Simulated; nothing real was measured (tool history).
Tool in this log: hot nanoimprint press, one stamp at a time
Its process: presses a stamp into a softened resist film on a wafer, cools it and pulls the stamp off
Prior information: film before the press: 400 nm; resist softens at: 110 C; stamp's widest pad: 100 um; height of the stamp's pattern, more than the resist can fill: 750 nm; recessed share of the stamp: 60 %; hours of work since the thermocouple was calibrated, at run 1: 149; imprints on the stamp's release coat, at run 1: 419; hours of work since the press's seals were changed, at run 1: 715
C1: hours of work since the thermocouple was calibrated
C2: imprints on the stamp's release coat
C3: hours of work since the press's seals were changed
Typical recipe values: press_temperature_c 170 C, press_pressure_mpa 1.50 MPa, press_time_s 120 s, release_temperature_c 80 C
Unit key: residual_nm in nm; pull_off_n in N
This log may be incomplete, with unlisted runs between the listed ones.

Run 1, hour 0.0: usual settings; C1 149; C2 419; C3 715. Result: residual_nm 154.1 nm, pull_off_n 228 N.
Run 2, hour 26.0: usual settings; C1 167; C2 483; C3 733. Result: residual_nm 153.1 nm, pull_off_n 223 N.
Run 3, hour 46.8: usual settings but release_temperature_c 87 C; C1 181; C2 534; C3 748. Result: residual_nm 153.2 nm, pull_off_n 217 N.
At hour 71.0: stamp cleaned and given a new release coat.
Run 4, hour 77.7: usual settings but press_temperature_c 179 C; C1 198; C2 17; C3 765. Result: residual_nm 86.4 nm, pull_off_n 207 N.
Run 5, hour 99.5: usual settings but press_temperature_c 179 C; C1 213; C2 70; C3 780. Result: residual_nm 86.8 nm, pull_off_n 212 N.
At hour 133.9: press's hydraulic seals changed and the load cell set to zero.
Run 6, hour 138.0: usual settings but press_temperature_c 179 C, press_time_s 74 s; C1 234; C2 145; C3 3. Result: residual_nm 105.2 nm, pull_off_n 215 N.
Run 7, hour 178.5: usual settings but press_temperature_c 179 C, press_time_s 74 s, release_temperature_c 88 C; C1 262; C2 244; C3 31. Result: residual_nm 105.5 nm, pull_off_n 199 N.
Run 8, hour 206.7: usual settings but press_temperature_c 179 C, press_time_s 74 s, release_temperature_c 88 C; C1 281; C2 313; C3 50. Result: residual_nm 105.1 nm, pull_off_n 197 N.
Run 9, hour 243.5: usual settings but press_temperature_c 179 C, press_time_s 74 s, release_temperature_c 88 C; C1 307; C2 403; C3 75. Result: residual_nm 104.7 nm, pull_off_n 208 N.
Run 10, hour 279.2: usual settings but press_temperature_c 179 C, press_time_s 74 s, release_temperature_c 88 C; C1 331; C2 490; C3 100. Result: residual_nm 104.1 nm, pull_off_n 204 N.
At hour 321.0: stamp cleaned and given a new release coat.
Run 11, hour 326.1: usual settings but press_temperature_c 179 C, press_time_s 74 s, release_temperature_c 88 C; C1 359; C2 12; C3 128. Result: residual_nm 104.4 nm, pull_off_n 189 N.
Run 12, hour 370.2: usual settings but press_temperature_c 171 C; C1 389; C2 120; C3 158. Result: residual_nm 138.9 nm, pull_off_n 218 N.
Run 13, hour 408.2: usual settings but press_pressure_mpa 0.96 MPa; C1 415; C2 213; C3 184. Result: residual_nm 184.8 nm, pull_off_n 222 N.
At hour 426.6: plate thermocouple calibrated.
Run 14, hour 448.5: usual settings but press_pressure_mpa 0.96 MPa; C1 15; C2 304; C3 210. Result: residual_nm 180.8 nm, pull_off_n 220 N.
Run 15, hour 485.7: usual settings but press_pressure_mpa 1.76 MPa; C1 41; C2 395; C3 235. Result: residual_nm 134.3 nm, pull_off_n 227 N.
Run 16, hour 524.2: usual settings but press_temperature_c 159 C, press_pressure_mpa 1.76 MPa, press_time_s 118 s; C1 67; C2 490; C3 261. Result: residual_nm 268.1 nm, pull_off_n 225 N.
At hour 565.7: stamp cleaned and given a new release coat.
Run 17, hour 568.0: usual settings but press_pressure_mpa 1.02 MPa, press_time_s 127 s; C1 93; C2 6; C3 287. Result: residual_nm 170.7 nm, pull_off_n 205 N.
Run 18, hour 592.0: usual settings but press_temperature_c 179 C, press_pressure_mpa 1.96 MPa, press_time_s 65 s, release_temperature_c 86 C; C1 109; C2 65; C3 304. Result: residual_nm 92.5 nm, pull_off_n 198 N.
Run 19, hour 620.5: usual settings but press_temperature_c 179 C, press_pressure_mpa 1.96 MPa, press_time_s 128 s; C1 129; C2 134; C3 323. Result: residual_nm 69.0 nm, pull_off_n 214 N.
Run 20, hour 643.4: usual settings but press_temperature_c 179 C, press_pressure_mpa 1.96 MPa, press_time_s 128 s; C1 145; C2 191; C3 339. Result: residual_nm 68.7 nm, pull_off_n 219 N.
At hour 670.6: plate thermocouple calibrated, once more.
Run 21, hour 681.1: usual settings but press_time_s 70 s; C1 7; C2 275; C3 363. Result: residual_nm 189.3 nm, pull_off_n 222 N.
Run 22, hour 720.4: usual settings but press_pressure_mpa 1.45 MPa; C1 34; C2 372; C3 390. Result: residual_nm 156.9 nm, pull_off_n 224 N.
Run 23, hour 738.9: usual settings but press_pressure_mpa 1.45 MPa, release_temperature_c 85 C; C1 47; C2 417; C3 402. Result: residual_nm 156.4 nm, pull_off_n 215 N.
Run 24, hour 766.9: usual settings but press_temperature_c 167 C, release_temperature_c 69 C; C1 66; C2 485; C3 422. Result: residual_nm 186.8 nm, pull_off_n 260 N.
At hour 811.0: stamp cleaned and given a new release coat.
Run 25, hour 813.6: usual settings but press_temperature_c 165 C, press_pressure_mpa 1.88 MPa, press_time_s 93 s; C1 94; C2 6; C3 450. Result: residual_nm 209.4 nm, pull_off_n 206 N.
Run 26, hour 859.3: usual settings but press_temperature_c 165 C, press_pressure_mpa 1.88 MPa, press_time_s 93 s; C1 125; C2 118; C3 481. Result: residual_nm 209.9 nm, pull_off_n 216 N.
Run 27, hour 903.7: usual settings but press_pressure_mpa 1.81 MPa, press_time_s 236 s; C1 156; C2 226; C3 511. Result: residual_nm 106.4 nm, pull_off_n 219 N.
Run 28, hour 948.7: usual settings but press_pressure_mpa 1.81 MPa, press_time_s 236 s; C1 187; C2 337; C3 542. Result: residual_nm 105.8 nm, pull_off_n 229 N.
Run 29, hour 969.5: usual settings but press_temperature_c 178 C, press_pressure_mpa 2.03 MPa, press_time_s 73 s; C1 201; C2 387; C3 556. Result: residual_nm 97.3 nm, pull_off_n 228 N.

What if the next run were any one of these 5? Each begins from the tool's condition after run 29:
Run A, hour 1012.9: usual settings but press_temperature_c 178 C, press_pressure_mpa 2.03 MPa, press_time_s 73 s, release_temperature_c 81 C; C1 231; C2 494; C3 586. Result: residual_nm ?, pull_off_n ?.
Run B, hour 1012.9: usual settings but press_temperature_c 167 C, press_time_s 207 s, release_temperature_c 77 C; C1 231; C2 494; C3 586. Result: residual_nm ?, pull_off_n ?.
Run C, hour 1012.9: usual settings but press_pressure_mpa 1.10 MPa; C1 231; C2 494; C3 586. Result: residual_nm ?, pull_off_n ?.
Run D, hour 1012.9: usual settings but press_temperature_c 176 C, press_pressure_mpa 1.18 MPa, press_time_s 133 s; C1 231; C2 494; C3 586. Result: residual_nm ?, pull_off_n ?.
Run E, hour 1012.9: usual settings but press_temperature_c 169 C, press_pressure_mpa 2.03 MPa, press_time_s 118 s, release_temperature_c 81 C; C1 231; C2 494; C3 586. Result: residual_nm ?, pull_off_n ?.

run  residual_nm  pull_off_n
  A         97.5         231
  B        150.3         243
  C        177.0         230
  D        113.1         234
  E        141.9         223
Take away the tool's hidden state, keep each run's random variation, and the runs would have read:
run  residual_nm  pull_off_n
  A         97.7         210
  B        151.9         221
  C        179.2         209
  D        114.4         213
  E        142.6         202

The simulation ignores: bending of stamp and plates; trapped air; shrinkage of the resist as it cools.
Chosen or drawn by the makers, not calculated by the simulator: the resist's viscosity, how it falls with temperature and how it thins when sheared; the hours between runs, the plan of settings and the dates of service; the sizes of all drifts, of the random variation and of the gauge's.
